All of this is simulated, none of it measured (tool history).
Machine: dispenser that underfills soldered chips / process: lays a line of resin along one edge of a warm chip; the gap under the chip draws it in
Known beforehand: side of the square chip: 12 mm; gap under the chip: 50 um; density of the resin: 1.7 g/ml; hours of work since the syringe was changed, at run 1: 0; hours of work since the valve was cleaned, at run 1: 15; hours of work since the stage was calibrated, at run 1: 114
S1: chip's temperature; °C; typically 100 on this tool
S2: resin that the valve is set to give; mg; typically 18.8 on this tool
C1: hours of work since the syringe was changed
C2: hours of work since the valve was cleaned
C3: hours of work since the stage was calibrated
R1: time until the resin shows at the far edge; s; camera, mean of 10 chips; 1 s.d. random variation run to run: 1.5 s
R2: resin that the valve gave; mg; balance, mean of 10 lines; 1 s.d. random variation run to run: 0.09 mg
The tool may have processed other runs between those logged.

| run | hour | S1 | S2 | C1 | C2 | C3 | R1 | R2 |
|---|---|---|---|---|---|---|---|---|
| 1 | 0.0 | 100 | 18.8 | 0 | 15 | 114 | 146.0 | 18.57 |
| 2 | 3.1 | 100 | 21.5 | 3 | 17 | 117 | 164.9 | 21.24 |
| 3 | 7.5 | 100 | 21.5 | 6 | 21 | 120 | 196.8 | 21.21 |
|  | 10.3 | new syringe of resin |
| 4 | 10.6 | 100 | 21.5 | 0 | 23 | 122 | 146.0 | 20.96 |
| 5 | 15.2 | 100 | 21.5 | 4 | 26 | 125 | 173.3 | 21.14 |
| 6 | 18.9 | 100 | 24.1 | 6 | 29 | 128 | 203.3 | 23.44 |
|  | 20.8 | new syringe of resin |
| 7 | 22.4 | 111 | 20.6 | 1 | 31 | 130 | 112.2 | 20.19 |
| 8 | 25.6 | 111 | 20.6 | 4 | 33 | 133 | 128.5 | 20.11 |
| 9 | 30.3 | 98 | 22.9 | 7 | 37 | 136 | 219.9 | 22.14 |
|  | 31.4 | new syringe of resin |
| 10 | 33.1 | 98 | 22.9 | 1 | 39 | 138 | 160.2 | 22.02 |
| 11 | 37.1 | 101 | 22.5 | 4 | 42 | 141 | 175.0 | 21.47 |

Some steps in R1 between neighbouring runs. How much of each would the tool show without its hidden state too (settings, what came in, random variation), and how much is left for the hidden state, with any gauge scatter that isn't in both results?
Unlogged tool condition in this case: resin's viscosity, % of fresh resin's; dose that the valve gives, % of what is set; true chip temperature over the reading, C; drift of the gauge itself on fill_s, %; drift of the gauge itself on given_mg, %.
Run 8 -> 9: S1 111 -> 98, S2 20.6 -> 22.9. R1 +91.4 s: hidden state +47.5, all else +43.9.
Run 9 -> 10: new syringe of resin. R1 -59.7 s: hidden state -57.1, all else -2.6.

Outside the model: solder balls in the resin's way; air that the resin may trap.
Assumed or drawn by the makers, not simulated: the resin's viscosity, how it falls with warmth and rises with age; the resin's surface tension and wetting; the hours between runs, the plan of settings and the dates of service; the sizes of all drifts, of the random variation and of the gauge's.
